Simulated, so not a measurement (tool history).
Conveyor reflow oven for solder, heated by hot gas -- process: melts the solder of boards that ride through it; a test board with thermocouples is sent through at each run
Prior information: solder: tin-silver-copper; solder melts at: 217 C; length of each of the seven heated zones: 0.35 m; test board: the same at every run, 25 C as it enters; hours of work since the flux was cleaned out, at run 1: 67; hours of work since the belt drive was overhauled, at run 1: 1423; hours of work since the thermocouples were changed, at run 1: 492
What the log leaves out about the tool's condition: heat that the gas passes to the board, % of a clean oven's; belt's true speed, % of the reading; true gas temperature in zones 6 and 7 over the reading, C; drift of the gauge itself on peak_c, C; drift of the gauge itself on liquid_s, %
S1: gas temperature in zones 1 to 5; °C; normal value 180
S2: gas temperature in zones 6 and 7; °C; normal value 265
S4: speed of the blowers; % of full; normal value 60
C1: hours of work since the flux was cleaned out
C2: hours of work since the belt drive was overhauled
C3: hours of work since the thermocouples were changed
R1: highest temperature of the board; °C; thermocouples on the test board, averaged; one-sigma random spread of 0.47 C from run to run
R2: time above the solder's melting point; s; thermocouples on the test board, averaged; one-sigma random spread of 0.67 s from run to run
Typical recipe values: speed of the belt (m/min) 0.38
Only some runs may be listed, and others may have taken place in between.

Run 1, hour 0: usual settings; C1 67; C2 1423; C3 492. Result: R1 243.5 °C, R2 75.4 s.
At hour 29: belt drive overhauled, speed set with a stopwatch.
Run 2, hour 55.4: usual settings; C1 100; C2 17; C3 524. Result: R1 243.6 °C, R2 71.9 s.
Run 3, hour 93.6: usual settings; C1 124; C2 41; C3 549. Result: R1 242.8 °C, R2 70.7 s.
Run 4, hour 134.9: usual settings but S2 256 °C; C1 151; C2 68; C3 575. Result: R1 234.8 °C, R2 58.3 s.
Run 5, hour 181.7: usual settings but S2 256 °C; C1 181; C2 97; C3 605. Result: R1 235.5 °C, R2 57.2 s.
Run 6, hour 209.6: usual settings but S1 169 °C, S2 270 °C, S4 89 % of full; C1 198; C2 115; C3 623. Result: R1 250.4 °C, R2 78.3 s.
Run 7, hour 263.8: usual settings but S1 169 °C, S2 270 °C, S4 89 % of full; C1 233; C2 150; C3 657. Result: R1 250.4 °C, R2 76.5 s.

For run 8, what comes out?
At hour 274.4: flux residue cleaned out of gas plates and filters.
Run 8, hour 311.1: usual settings but S1 175 °C, S2 270 °C, speed of the belt (m/min) 0.352, S4 89 % of full; C1 23; C2 177; C3 684. Result: R1 ?, R2 ?.

{"run 8": {"R1": 252.6, "R2": 90.9}}
On a tool with no hidden condition, and with the same random variation, this run would have come out at R1 256.2 °C, R2 95.1 s.
